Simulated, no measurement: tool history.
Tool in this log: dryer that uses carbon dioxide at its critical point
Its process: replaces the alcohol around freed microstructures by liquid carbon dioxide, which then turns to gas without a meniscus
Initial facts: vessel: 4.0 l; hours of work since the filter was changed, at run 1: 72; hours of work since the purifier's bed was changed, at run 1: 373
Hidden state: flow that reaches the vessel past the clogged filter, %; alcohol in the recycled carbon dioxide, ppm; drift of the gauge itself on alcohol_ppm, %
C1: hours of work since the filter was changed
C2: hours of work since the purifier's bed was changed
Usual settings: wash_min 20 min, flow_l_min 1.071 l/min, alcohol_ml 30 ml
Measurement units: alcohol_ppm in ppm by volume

{"run": 1, "hour": 0.0, "wash_min": 20, "flow_l_min": 1.071, "alcohol_ml": 30, "C1": 72, "C2": 373, "alcohol_ppm": 170}
{"run": 2, "hour": 11.4, "wash_min": 20, "flow_l_min": 1.071, "alcohol_ml": 30, "C1": 80, "C2": 381, "alcohol_ppm": 166}
{"run": 3, "hour": 22.3, "wash_min": 20, "flow_l_min": 1.071, "alcohol_ml": 108, "C1": 87, "C2": 388, "alcohol_ppm": 354}
{"run": 4, "hour": 37.0, "wash_min": 20, "flow_l_min": 1.071, "alcohol_ml": 108, "C1": 97, "C2": 398, "alcohol_ppm": 374}
{"run": 5, "hour": 49.6, "wash_min": 20, "flow_l_min": 1.071, "alcohol_ml": 108, "C1": 106, "C2": 407, "alcohol_ppm": 383}
{"run": 6, "hour": 66.3, "wash_min": 27, "flow_l_min": 1.071, "alcohol_ml": 30, "C1": 117, "C2": 418, "alcohol_ppm": 120}
{"run": 7, "hour": 80.3, "wash_min": 27, "flow_l_min": 1.071, "alcohol_ml": 30, "C1": 127, "C2": 427, "alcohol_ppm": 117}
{"run": 8, "hour": 98.7, "wash_min": 27, "flow_l_min": 1.071, "alcohol_ml": 30, "C1": 139, "C2": 440, "alcohol_ppm": 137}
{"run": 9, "hour": 119.0, "wash_min": 20, "flow_l_min": 1.071, "alcohol_ml": 30, "C1": 153, "C2": 454, "alcohol_ppm": 197}
{"run": 10, "hour": 139.2, "wash_min": 20, "flow_l_min": 1.071, "alcohol_ml": 30, "C1": 167, "C2": 467, "alcohol_ppm": 202}
{"run": 11, "hour": 150.0, "wash_min": 20, "flow_l_min": 0.92, "alcohol_ml": 30, "C1": 174, "C2": 475, "alcohol_ppm": 273}
{"run": 12, "hour": 160.6, "wash_min": 20, "flow_l_min": 0.92, "alcohol_ml": 30, "C1": 181, "C2": 482, "alcohol_ppm": 284}
{"run": 13, "hour": 169.4, "wash_min": 16, "flow_l_min": 1.071, "alcohol_ml": 30, "C1": 187, "C2": 488, "alcohol_ppm": 326}
{"run": 14, "hour": 182.7, "wash_min": 20, "flow_l_min": 1.071, "alcohol_ml": 51, "C1": 196, "C2": 497, "alcohol_ppm": 269}
{"run": 15, "hour": 200.4, "wash_min": 20, "flow_l_min": 1.071, "alcohol_ml": 30, "C1": 208, "C2": 509, "alcohol_ppm": 210}
{"run": 16, "hour": 218.2, "wash_min": 20, "flow_l_min": 1.071, "alcohol_ml": 30, "C1": 220, "C2": 521, "alcohol_ppm": 230}
{"run": 17, "hour": 237.4, "wash_min": 20, "flow_l_min": 1.81, "alcohol_ml": 30, "C1": 233, "C2": 534, "alcohol_ppm": 139}
{"run": 18, "hour": 247.1, "wash_min": 20, "flow_l_min": 1.81, "alcohol_ml": 60, "C1": 240, "C2": 540, "alcohol_ppm": 149}
{"run": 19, "hour": 261.8, "wash_min": 20, "flow_l_min": 1.071, "alcohol_ml": 30, "C1": 250, "C2": 550, "alcohol_ppm": 227}
{"run": 20, "hour": 276.0, "wash_min": 18, "flow_l_min": 1.071, "alcohol_ml": 43, "C1": 259, "C2": 560, "alcohol_ppm": 340}
{"run": 21, "hour": 286.8, "wash_min": 18, "flow_l_min": 1.071, "alcohol_ml": 43, "C1": 267, "C2": 567, "alcohol_ppm": 339}
{"run": 22, "hour": 303.1, "wash_min": 18, "flow_l_min": 1.071, "alcohol_ml": 43, "C1": 278, "C2": 578, "alcohol_ppm": 346}
{"run": 23, "hour": 314.5, "wash_min": 18, "flow_l_min": 1.28, "alcohol_ml": 43, "C1": 285, "C2": 586, "alcohol_ppm": 231}
{"run": 24, "hour": 328.3, "wash_min": 18, "flow_l_min": 1.28, "alcohol_ml": 43, "C1": 295, "C2": 595, "alcohol_ppm": 244}
{"run": 25, "hour": 337.8, "wash_min": 28, "flow_l_min": 0.87, "alcohol_ml": 56, "C1": 301, "C2": 602, "alcohol_ppm": 255}
{"run": 26, "hour": 356.9, "wash_min": 19, "flow_l_min": 1.071, "alcohol_ml": 30, "C1": 314, "C2": 615, "alcohol_ppm": 278}
{"run": 27, "hour": 372.9, "wash_min": 20, "flow_l_min": 1.19, "alcohol_ml": 97, "C1": 325, "C2": 626, "alcohol_ppm": 357}
{"run": 28, "hour": 381.6, "wash_min": 25, "flow_l_min": 1.38, "alcohol_ml": 30, "C1": 331, "C2": 632, "alcohol_ppm": 156}
{"run": 29, "hour": 395.5, "wash_min": 25, "flow_l_min": 1.38, "alcohol_ml": 30, "C1": 340, "C2": 641, "alcohol_ppm": 166}
{"run": 30, "hour": 407.6, "wash_min": 20, "flow_l_min": 0.75, "alcohol_ml": 106, "C1": 348, "C2": 649, "alcohol_ppm": 1535}
{"run": 31, "hour": 428.9, "wash_min": 15, "flow_l_min": 1.2, "alcohol_ml": 36, "C1": 363, "C2": 664, "alcohol_ppm": 403}
{"run": 32, "hour": 442.0, "wash_min": 21, "flow_l_min": 1.57, "alcohol_ml": 64, "C1": 372, "C2": 673, "alcohol_ppm": 188}
{"run": 33, "hour": 462.2, "wash_min": 15, "flow_l_min": 1.071, "alcohol_ml": 30, "C1": 385, "C2": 686, "alcohol_ppm": 472}
{"run": 34, "hour": 480.1, "wash_min": 15, "flow_l_min": 1.071, "alcohol_ml": 30, "C1": 398, "C2": 698, "alcohol_ppm": 496}

What will run 35 give?
{"run": 35, "hour": 497.5, "wash_min": 20, "flow_l_min": 1.11, "alcohol_ml": 59, "C1": 409, "C2": 710, "alcohol_ppm": "?"}

alcohol_ppm: 364 ppm by volume
With the hidden condition absent and the run-to-run variation left alone, this run would have shown alcohol_ppm 108 ppm by volume.
